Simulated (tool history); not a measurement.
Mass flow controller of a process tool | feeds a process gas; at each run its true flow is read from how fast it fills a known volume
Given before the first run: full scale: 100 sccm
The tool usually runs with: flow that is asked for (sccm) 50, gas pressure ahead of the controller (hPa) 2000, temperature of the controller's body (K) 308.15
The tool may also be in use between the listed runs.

run,hour,flow that is asked for (sccm),gas pressure ahead of the controller (hPa),temperature of the controller's body (K),true flow (%)
1,0.0,50,2000,308.15,97.91
2,314.0,50,2000,308.15,97.94
3,662.9,50,2000,308.15,97.72
4,983.4,50,2000,308.15,97.83
5,1215.5,50,2000,308.15,97.89
6,1421.6,50,2000,308.15,97.91
7,1645.5,50,2000,308.15,97.92
8,1925.9,50,2000,308.15,97.78
9,2338.5,13,2000,308.15,96.94
10,2533.9,50,2000,308.15,97.95
11,2790.7,50,2000,308.15,97.84
12,3198.7,50,2000,308.15,97.86
13,3650.8,50,2000,308.15,97.78
14,3906.6,50,2000,308.15,97.83
15,4269.3,50,1970,308.15,97.88
16,4606.4,50,1970,308.15,97.88
17,4961.6,50,1970,308.15,97.86
18,5156.8,50,1970,308.15,97.83
19,5612.0,50,1970,308.15,97.89
20,5917.8,50,1970,308.15,97.93
21,6228.3,50,2000,308.15,97.88
22,6541.9,50,2000,308.15,97.83
23,6884.4,50,2000,308.15,97.85
24,7181.0,56,2000,308.15,98.04
25,7450.2,56,2000,308.15,97.97
26,7671.6,56,2000,308.15,98.09
27,8079.2,56,2000,308.15,98.08
28,8491.3,56,2000,308.15,97.95
29,8901.8,91,1470,297.15,100.22
30,9186.0,42,1470,295.15,99.11
31,9577.1,50,2670,308.15,97.38
32,9945.3,16,2000,308.15,97.04
33,10363.9,26,2000,308.15,97.22
# hour 10536.2: controller's zero set anew
34,10809.8,26,2000,308.15,97.17
# hour 10950.2: controller exchanged for a calibrated one
35,11050.2,53,1600,304.15,98.46
36,11520.4,53,1600,304.15,98.52
37,11837.5,53,1600,304.15,98.58
38,12166.2,96,1430,308.15,99.36
39,12621.4,50,2070,308.15,97.91
40,13063.2,50,2630,308.15,97.47
41,13458.5,13,1420,298.15,98.24
42,13659.4,23,1490,308.15,97.47
43,14107.6,23,1490,308.15,97.42
44,14540.2,12,2290,303.15,97.16
45,14810.8,41,2000,300.15,98.19

Run 46 has not been measured yet. What should we expect?
46,15072.7,41,2000,300.15,?

true flow (%): 98.38
If the tool had no hidden condition, the same run with the same run-to-run variation would have returned true flow (%) 98.38.

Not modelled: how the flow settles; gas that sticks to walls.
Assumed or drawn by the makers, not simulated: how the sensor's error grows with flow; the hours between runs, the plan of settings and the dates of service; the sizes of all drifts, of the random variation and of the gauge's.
